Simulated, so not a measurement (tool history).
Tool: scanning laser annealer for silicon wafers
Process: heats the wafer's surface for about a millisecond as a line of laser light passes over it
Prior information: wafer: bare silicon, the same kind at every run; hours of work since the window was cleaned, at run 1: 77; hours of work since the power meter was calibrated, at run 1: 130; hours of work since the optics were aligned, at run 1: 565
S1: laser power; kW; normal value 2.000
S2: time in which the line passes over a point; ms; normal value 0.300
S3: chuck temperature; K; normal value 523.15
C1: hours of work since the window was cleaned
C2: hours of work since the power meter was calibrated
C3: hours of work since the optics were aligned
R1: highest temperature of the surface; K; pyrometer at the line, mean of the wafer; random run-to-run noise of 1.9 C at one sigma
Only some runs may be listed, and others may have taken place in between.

run 1 hour=0.0 | S1=2.000 S2=0.300 S3=523.15 | C1=77 C2=130 C3=565 | R1=1338.15
run 2 hour=12.0 | S1=2.000 S2=0.300 S3=523.15 | C1=84 C2=136 C3=571 | R1=1340.15
run 3 hour=18.9 | S1=2.000 S2=0.300 S3=523.15 | C1=88 C2=140 C3=575 | R1=1340.15
run 4 hour=24.8 | S1=2.000 S2=0.300 S3=523.15 | C1=91 C2=144 C3=578 | R1=1335.15
run 5 hour=34.9 | S1=2.000 S2=0.300 S3=523.15 | C1=97 C2=149 C3=584 | R1=1338.15
run 6 hour=44.2 | S1=2.000 S2=0.300 S3=523.15 | C1=102 C2=154 C3=589 | R1=1340.15
run 7 hour=54.5 | S1=2.000 S2=0.300 S3=523.15 | C1=107 C2=160 C3=595 | R1=1335.15
run 8 hour=61.1 | S1=2.000 S2=0.300 S3=523.15 | C1=111 C2=164 C3=598 | R1=1336.15
run 9 hour=68.0 | S1=2.000 S2=0.300 S3=523.15 | C1=115 C2=167 C3=602 | R1=1335.15
run 10 hour=80.1 | S1=2.000 S2=0.300 S3=523.15 | C1=121 C2=174 C3=609 | R1=1332.15
run 11 hour=87.1 | S1=2.000 S2=0.300 S3=523.15 | C1=125 C2=178 C3=613 | R1=1330.15
run 12 hour=97.6 | S1=2.000 S2=0.300 S3=523.15 | C1=131 C2=184 C3=619 | R1=1329.15
run 13 hour=106.1 | S1=2.000 S2=0.300 S3=523.15 | C1=136 C2=188 C3=623 | R1=1334.15
run 14 hour=112.4 | S1=1.973 S2=0.353 S3=523.15 | C1=139 C2=192 C3=627 | R1=1386.15
run 15 hour=119.1 | S1=1.980 S2=0.212 S3=523.15 | C1=143 C2=196 C3=630 | R1=1186.15
run 16 hour=128.9 | S1=1.973 S2=0.212 S3=523.15 | C1=148 C2=201 C3=636 | R1=1182.15
run 17 hour=140.1 | S1=2.072 S2=0.304 S3=523.15 | C1=155 C2=207 C3=642 | R1=1370.15
run 18 hour=152.8 | S1=1.817 S2=0.344 S3=544.15 | C1=162 C2=214 C3=649 | R1=1295.15
run 19 hour=164.6 | S1=2.000 S2=0.214 S3=488.15 | C1=168 C2=221 C3=656 | R1=1161.15
run 20 hour=175.9 | S1=1.723 S2=0.249 S3=488.15 | C1=174 C2=227 C3=662 | R1=1087.15
run 21 hour=187.8 | S1=2.000 S2=0.366 S3=499.15 | C1=181 C2=233 C3=668 | R1=1383.15
run 22 hour=198.8 | S1=2.000 S2=0.366 S3=499.15 | C1=187 C2=240 C3=674 | R1=1385.15
run 23 hour=205.0 | S1=1.844 S2=0.300 S3=535.15 | C1=190 C2=243 C3=678 | R1=1249.15
run 24 hour=210.7 | S1=1.712 S2=0.300 S3=501.15 | C1=194 C2=246 C3=681 | R1=1145.15

Branching from run 24: 3 alternative next runs. What would each branch give?
run A hour=221.9 | S1=2.000 S2=0.306 S3=523.15 | C1=200 C2=252 C3=687 | R1=?
run B hour=221.9 | S1=1.844 S2=0.356 S3=523.15 | C1=200 C2=252 C3=687 | R1=?
run C hour=221.9 | S1=1.967 S2=0.300 S3=527.15 | C1=200 C2=252 C3=687 | R1=?

run=A R1=1326.15
run=B R1=1301.15
run=C R1=1305.15
With no hidden state in the tool, these same runs would have given:
run=A R1=1378.15
run=B R1=1352.15
run=C R1=1355.15

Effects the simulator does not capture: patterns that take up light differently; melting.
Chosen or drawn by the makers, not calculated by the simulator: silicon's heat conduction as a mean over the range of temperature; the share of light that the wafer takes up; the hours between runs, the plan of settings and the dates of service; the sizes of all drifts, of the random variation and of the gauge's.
